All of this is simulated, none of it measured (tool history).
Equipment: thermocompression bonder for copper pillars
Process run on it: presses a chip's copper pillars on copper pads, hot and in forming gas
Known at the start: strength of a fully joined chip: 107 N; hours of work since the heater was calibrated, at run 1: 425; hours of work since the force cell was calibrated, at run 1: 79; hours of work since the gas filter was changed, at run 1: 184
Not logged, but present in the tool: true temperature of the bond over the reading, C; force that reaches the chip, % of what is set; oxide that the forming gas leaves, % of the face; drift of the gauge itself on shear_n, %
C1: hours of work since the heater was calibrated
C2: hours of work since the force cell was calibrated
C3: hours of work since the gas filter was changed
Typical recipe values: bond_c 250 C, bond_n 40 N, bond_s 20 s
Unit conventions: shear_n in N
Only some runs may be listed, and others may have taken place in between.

{"run": 1, "day": 0.0, "bond_c": 250, "bond_n": 40, "bond_s": 20, "C1": 425, "C2": 79, "C3": 184, "shear_n": 70.3}
{"run": 2, "day": 0.325, "bond_c": 235, "bond_n": 40, "bond_s": 20, "C1": 429, "C2": 84, "C3": 189, "shear_n": 59.3}
{"run": 3, "day": 0.771, "bond_c": 250, "bond_n": 47, "bond_s": 20, "C1": 436, "C2": 91, "C3": 196, "shear_n": 79.8}
{"run": 4, "day": 1.033, "bond_c": 250, "bond_n": 47, "bond_s": 20, "C1": 440, "C2": 95, "C3": 199, "shear_n": 80.4}
{"run": 5, "day": 1.271, "bond_c": 250, "bond_n": 40, "bond_s": 60, "C1": 444, "C2": 98, "C3": 203, "shear_n": 89}
{"run": 6, "day": 1.517, "bond_c": 250, "bond_n": 40, "bond_s": 60, "C1": 447, "C2": 102, "C3": 207, "shear_n": 87.8}
{"run": 7, "day": 1.858, "bond_c": 250, "bond_n": 31, "bond_s": 20, "C1": 453, "C2": 107, "C3": 212, "shear_n": 55.4}
{"run": 8, "day": 2.346, "bond_c": 250, "bond_n": 40, "bond_s": 11, "C1": 460, "C2": 115, "C3": 219, "shear_n": 60}
{"run": 9, "day": 2.733, "bond_c": 239, "bond_n": 40, "bond_s": 20, "C1": 466, "C2": 120, "C3": 225, "shear_n": 59.5}
{"run": 10, "day": 3.0, "bond_c": 239, "bond_n": 40, "bond_s": 20, "C1": 470, "C2": 124, "C3": 229, "shear_n": 60.8}
{"run": 11, "day": 3.5, "bond_c": 223, "bond_n": 40, "bond_s": 20, "C1": 477, "C2": 132, "C3": 237, "shear_n": 46.2}
{"run": 12, "day": 3.75, "bond_c": 223, "bond_n": 40, "bond_s": 20, "C1": 481, "C2": 136, "C3": 240, "shear_n": 46.3}
{"run": 13, "day": 4.1, "bond_c": 250, "bond_n": 40, "bond_s": 20, "C1": 486, "C2": 141, "C3": 246, "shear_n": 69.5}
{"run": 14, "day": 4.338, "bond_c": 250, "bond_n": 40, "bond_s": 20, "C1": 490, "C2": 144, "C3": 249, "shear_n": 69.9}
{"run": 15, "day": 4.629, "bond_c": 250, "bond_n": 40, "bond_s": 20, "C1": 494, "C2": 149, "C3": 253, "shear_n": 70.2}
{"run": 16, "day": 4.946, "bond_c": 250, "bond_n": 40, "bond_s": 20, "C1": 499, "C2": 154, "C3": 258, "shear_n": 69.6}
{"run": 17, "day": 5.329, "bond_c": 250, "bond_n": 40, "bond_s": 20, "C1": 505, "C2": 159, "C3": 264, "shear_n": 68.7}
{"run": 18, "day": 5.725, "bond_c": 250, "bond_n": 38, "bond_s": 20, "C1": 511, "C2": 165, "C3": 270, "shear_n": 66.8}
{"run": 19, "day": 6.05, "bond_c": 250, "bond_n": 38, "bond_s": 20, "C1": 515, "C2": 170, "C3": 275, "shear_n": 65.4}
{"run": 20, "day": 6.346, "bond_c": 250, "bond_n": 38, "bond_s": 14, "C1": 520, "C2": 175, "C3": 279, "shear_n": 60.8}
{"run": 21, "day": 6.721, "bond_c": 268, "bond_n": 31, "bond_s": 16, "C1": 526, "C2": 180, "C3": 285, "shear_n": 64.7}
{"run": 22, "day": 7.004, "bond_c": 260, "bond_n": 31, "bond_s": 60, "C1": 530, "C2": 185, "C3": 289, "shear_n": 81.6}
{"run": 23, "day": 7.492, "bond_c": 260, "bond_n": 31, "bond_s": 60, "C1": 537, "C2": 192, "C3": 296, "shear_n": 81.5}
{"run": 24, "day": 8.004, "bond_c": 260, "bond_n": 31, "bond_s": 60, "C1": 545, "C2": 200, "C3": 304, "shear_n": 81.7}
{"run": 25, "day": 8.329, "bond_c": 228, "bond_n": 30, "bond_s": 52, "C1": 550, "C2": 204, "C3": 309, "shear_n": 51.5}
{"run": 26, "day": 8.538, "bond_c": 228, "bond_n": 37, "bond_s": 27, "C1": 553, "C2": 208, "C3": 312, "shear_n": 51}
{"run": 27, "day": 8.871, "bond_c": 224, "bond_n": 44, "bond_s": 18, "C1": 558, "C2": 213, "C3": 317, "shear_n": 47.9}
{"run": 28, "day": 9.121, "bond_c": 224, "bond_n": 44, "bond_s": 18, "C1": 562, "C2": 216, "C3": 321, "shear_n": 49.8}
{"day": 9.288, "done": "forming gas filter changed"}
{"run": 29, "day": 9.392, "bond_c": 251, "bond_n": 53, "bond_s": 47, "C1": 565, "C2": 220, "C3": 2, "shear_n": 100.5}
{"run": 30, "day": 9.821, "bond_c": 266, "bond_n": 26, "bond_s": 39, "C1": 572, "C2": 227, "C3": 8, "shear_n": 75.4}
{"run": 31, "day": 10.246, "bond_c": 262, "bond_n": 56, "bond_s": 39, "C1": 578, "C2": 233, "C3": 14, "shear_n": 101.4}
{"run": 32, "day": 10.708, "bond_c": 247, "bond_n": 34, "bond_s": 20, "C1": 585, "C2": 240, "C3": 21, "shear_n": 61.3}
{"run": 33, "day": 10.942, "bond_c": 236, "bond_n": 52, "bond_s": 11, "C1": 589, "C2": 243, "C3": 25, "shear_n": 65}
{"run": 34, "day": 11.35, "bond_c": 277, "bond_n": 30, "bond_s": 24, "C1": 595, "C2": 250, "C3": 31, "shear_n": 81.1}
{"run": 35, "day": 11.588, "bond_c": 232, "bond_n": 25, "bond_s": 32, "C1": 598, "C2": 253, "C3": 35, "shear_n": 40.8}
{"run": 36, "day": 12.079, "bond_c": 232, "bond_n": 30, "bond_s": 32, "C1": 606, "C2": 260, "C3": 42, "shear_n": 49.1}
{"run": 37, "day": 12.55, "bond_c": 232, "bond_n": 27, "bond_s": 20, "C1": 613, "C2": 268, "C3": 49, "shear_n": 36.9}
{"run": 38, "day": 13.004, "bond_c": 245, "bond_n": 35, "bond_s": 12, "C1": 620, "C2": 274, "C3": 56, "shear_n": 51.4}
{"run": 39, "day": 13.404, "bond_c": 245, "bond_n": 35, "bond_s": 12, "C1": 626, "C2": 280, "C3": 62, "shear_n": 49.9}

Below are 4 alternative next runs, each starting from the tool's condition after run 39. Predict each:
{"run": "A", "day": 13.75, "bond_c": 254, "bond_n": 40, "bond_s": 15, "C1": 631, "C2": 286, "C3": 67, "shear_n": "?"}
{"run": "B", "day": 13.75, "bond_c": 245, "bond_n": 35, "bond_s": 46, "C1": 631, "C2": 286, "C3": 67, "shear_n": "?"}
{"run": "C", "day": 13.75, "bond_c": 250, "bond_n": 49, "bond_s": 20, "C1": 631, "C2": 286, "C3": 67, "shear_n": "?"}
{"run": "D", "day": 13.75, "bond_c": 253, "bond_n": 50, "bond_s": 25, "C1": 631, "C2": 286, "C3": 67, "shear_n": "?"}

run=A shear_n=70.5
run=B shear_n=76.7
run=C shear_n=82.7
run=D shear_n=89.2
Without the tool's unlogged condition, the same runs would have read:
run=A shear_n=77.3
run=B shear_n=83.5
run=C shear_n=88.9
run=D shear_n=94.8
